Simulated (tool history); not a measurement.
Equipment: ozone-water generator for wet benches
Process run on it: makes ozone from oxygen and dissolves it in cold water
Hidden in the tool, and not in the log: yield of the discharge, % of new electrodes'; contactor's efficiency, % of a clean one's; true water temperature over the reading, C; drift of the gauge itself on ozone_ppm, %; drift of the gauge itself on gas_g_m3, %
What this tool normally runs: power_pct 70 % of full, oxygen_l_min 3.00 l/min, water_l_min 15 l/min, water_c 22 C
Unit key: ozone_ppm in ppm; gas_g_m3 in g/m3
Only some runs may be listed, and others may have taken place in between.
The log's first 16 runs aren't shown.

| run | hour | power_pct | oxygen_l_min | water_l_min | water_c | hours of work since the electrodes were changed | hours of work since the contactor was cleaned | hours of work since the thermometer was calibrated | ozone_ppm | gas_g_m3 |
|---|---|---|---|---|---|---|---|---|---|---|
| 17 | 1194.9 | 70 | 4.39 | 17 | 22 | 3327 | 6172 | 2528 | 11.5 | 122.6 |
| 18 | 1254.1 | 70 | 3.00 | 15 | 15 | 3369 | 6214 | 2570 | 14.6 | 153.8 |
| 19 | 1311.2 | 76 | 3.00 | 15 | 22 | 3409 | 6254 | 2610 | 14.4 | 163.4 |
| 20 | 1405.2 | 48 | 3.00 | 15 | 21 | 3475 | 6320 | 2677 | 9.7 | 109.5 |
| 21 | 1448.8 | 48 | 3.00 | 15 | 21 | 3506 | 6351 | 2707 | 9.7 | 109.4 |
| 22 | 1514.7 | 97 | 2.04 | 11 | 20 | 3552 | 6397 | 2754 | 24.3 | 256.4 |
| 23 | 1569.7 | 97 | 2.04 | 11 | 20 | 3591 | 6436 | 2793 | 24.5 | 255.0 |
|  | 1615.3 | water thermometer calibrated |
| 24 | 1650.9 | 66 | 3.42 | 11 | 20 | 3648 | 6493 | 25 | 16.7 | 133.2 |
| 25 | 1717.8 | 59 | 3.66 | 15 | 19 | 3695 | 6540 | 72 | 11.9 | 115.9 |
| 26 | 1767.6 | 59 | 3.66 | 15 | 19 | 3730 | 6575 | 107 | 12.0 | 116.4 |
| 27 | 1817.6 | 59 | 3.66 | 15 | 19 | 3766 | 6611 | 143 | 11.8 | 116.3 |
| 28 | 1887.9 | 53 | 5.30 | 22 | 14 | 3815 | 6660 | 192 | 8.0 | 83.7 |
| 29 | 1986.0 | 53 | 5.30 | 22 | 14 | 3884 | 6730 | 261 | 7.8 | 84.5 |
| 30 | 2032.4 | 70 | 3.00 | 18 | 15 | 3917 | 6762 | 294 | 12.1 | 153.6 |
| 31 | 2096.7 | 70 | 3.00 | 18 | 15 | 3963 | 6808 | 340 | 12.0 | 153.1 |
| 32 | 2186.7 | 79 | 3.00 | 21 | 22 | 4026 | 6871 | 403 | 10.6 | 168.7 |

Below are 5 alternative next runs, each starting from the tool's condition after run 32. Predict each:
| A | 2260.5 | 81 | 3.00 | 21 | 17 | 4078 | 6923 | 455 | ? | ? |
| B | 2260.5 | 78 | 2.79 | 19 | 22 | 4078 | 6923 | 455 | ? | ? |
| C | 2260.5 | 49 | 3.00 | 9 | 22 | 4078 | 6923 | 455 | ? | ? |
| D | 2260.5 | 98 | 3.00 | 21 | 16 | 4078 | 6923 | 455 | ? | ? |
| E | 2260.5 | 79 | 3.00 | 21 | 25 | 4078 | 6923 | 455 | ? | ? |

| run | ozone_ppm | gas_g_m3 |
|---|---|---|
| A | 11.5 | 173.3 |
| B | 11.4 | 176.4 |
| C | 14.8 | 111.1 |
| D | 13.7 | 205.2 |
| E | 10.2 | 168.7 |
Take away the tool's hidden state, keep each run's random variation, and the runs would have read:
| run | ozone_ppm | gas_g_m3 |
|---|---|---|
| A | 11.6 | 173.4 |
| B | 11.5 | 176.5 |
| C | 14.8 | 111.2 |
| D | 13.7 | 205.4 |
| E | 10.2 | 168.8 |
